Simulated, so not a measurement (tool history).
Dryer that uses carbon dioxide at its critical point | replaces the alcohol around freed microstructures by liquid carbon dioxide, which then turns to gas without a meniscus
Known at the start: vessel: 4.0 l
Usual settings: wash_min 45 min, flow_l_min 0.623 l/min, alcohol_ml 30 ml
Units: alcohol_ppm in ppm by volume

{"run": 1, "day": 0.0, "wash_min": 45, "flow_l_min": 0.623, "alcohol_ml": 30, "alcohol_ppm": 80}
{"run": 2, "day": 0.392, "wash_min": 45, "flow_l_min": 0.623, "alcohol_ml": 30, "alcohol_ppm": 83}
{"day": 0.742, "done": "inlet filter changed"}
{"run": 3, "day": 1.271, "wash_min": 54, "flow_l_min": 0.623, "alcohol_ml": 30, "alcohol_ppm": 34}
{"run": 4, "day": 2.158, "wash_min": 54, "flow_l_min": 0.623, "alcohol_ml": 30, "alcohol_ppm": 36}
{"run": 5, "day": 2.746, "wash_min": 45, "flow_l_min": 0.623, "alcohol_ml": 30, "alcohol_ppm": 61}
{"run": 6, "day": 3.496, "wash_min": 45, "flow_l_min": 0.623, "alcohol_ml": 32, "alcohol_ppm": 57}
{"run": 7, "day": 3.962, "wash_min": 45, "flow_l_min": 0.623, "alcohol_ml": 30, "alcohol_ppm": 61}
{"run": 8, "day": 4.812, "wash_min": 45, "flow_l_min": 0.623, "alcohol_ml": 30, "alcohol_ppm": 72}
{"run": 9, "day": 5.671, "wash_min": 33, "flow_l_min": 0.623, "alcohol_ml": 30, "alcohol_ppm": 152}
{"run": 10, "day": 6.142, "wash_min": 60, "flow_l_min": 0.623, "alcohol_ml": 30, "alcohol_ppm": 57}
{"run": 11, "day": 6.95, "wash_min": 45, "flow_l_min": 0.623, "alcohol_ml": 30, "alcohol_ppm": 75}
{"run": 12, "day": 7.604, "wash_min": 50, "flow_l_min": 0.93, "alcohol_ml": 76, "alcohol_ppm": 56}
{"run": 13, "day": 8.425, "wash_min": 43, "flow_l_min": 0.407, "alcohol_ml": 30, "alcohol_ppm": 285}
{"run": 14, "day": 8.825, "wash_min": 35, "flow_l_min": 0.955, "alcohol_ml": 107, "alcohol_ppm": 88}
{"run": 15, "day": 9.338, "wash_min": 71, "flow_l_min": 0.635, "alcohol_ml": 38, "alcohol_ppm": 49}
{"run": 16, "day": 10.033, "wash_min": 71, "flow_l_min": 0.635, "alcohol_ml": 38, "alcohol_ppm": 51}
{"run": 17, "day": 10.921, "wash_min": 53, "flow_l_min": 0.486, "alcohol_ml": 31, "alcohol_ppm": 110}
{"run": 18, "day": 11.692, "wash_min": 53, "flow_l_min": 0.486, "alcohol_ml": 31, "alcohol_ppm": 108}
{"run": 19, "day": 12.346, "wash_min": 60, "flow_l_min": 0.623, "alcohol_ml": 30, "alcohol_ppm": 58}
{"run": 20, "day": 13.004, "wash_min": 47, "flow_l_min": 0.89, "alcohol_ml": 54, "alcohol_ppm": 62}
{"run": 21, "day": 13.521, "wash_min": 45, "flow_l_min": 0.597, "alcohol_ml": 30, "alcohol_ppm": 103}
{"run": 22, "day": 14.046, "wash_min": 33, "flow_l_min": 0.597, "alcohol_ml": 85, "alcohol_ppm": 516}

4 ways to go on from here, each from the tool as it stands after run 22. What would each give?
{"run": "A", "day": 14.429, "wash_min": 33, "flow_l_min": 0.38, "alcohol_ml": 77, "alcohol_ppm": "?"}
{"run": "B", "day": 14.429, "wash_min": 32, "flow_l_min": 0.379, "alcohol_ml": 96, "alcohol_ppm": "?"}
{"run": "C", "day": 14.429, "wash_min": 45, "flow_l_min": 0.459, "alcohol_ml": 81, "alcohol_ppm": "?"}
{"run": "D", "day": 14.429, "wash_min": 48, "flow_l_min": 0.484, "alcohol_ml": 81, "alcohol_ppm": "?"}

run=A alcohol_ppm=1850
run=B alcohol_ppm=2404
run=C alcohol_ppm=465
run=D alcohol_ppm=297
Without the tool's hidden state the same runs would have given:
run=A alcohol_ppm=1402
run=B alcohol_ppm=1849
run=C alcohol_ppm=275
run=D alcohol_ppm=154

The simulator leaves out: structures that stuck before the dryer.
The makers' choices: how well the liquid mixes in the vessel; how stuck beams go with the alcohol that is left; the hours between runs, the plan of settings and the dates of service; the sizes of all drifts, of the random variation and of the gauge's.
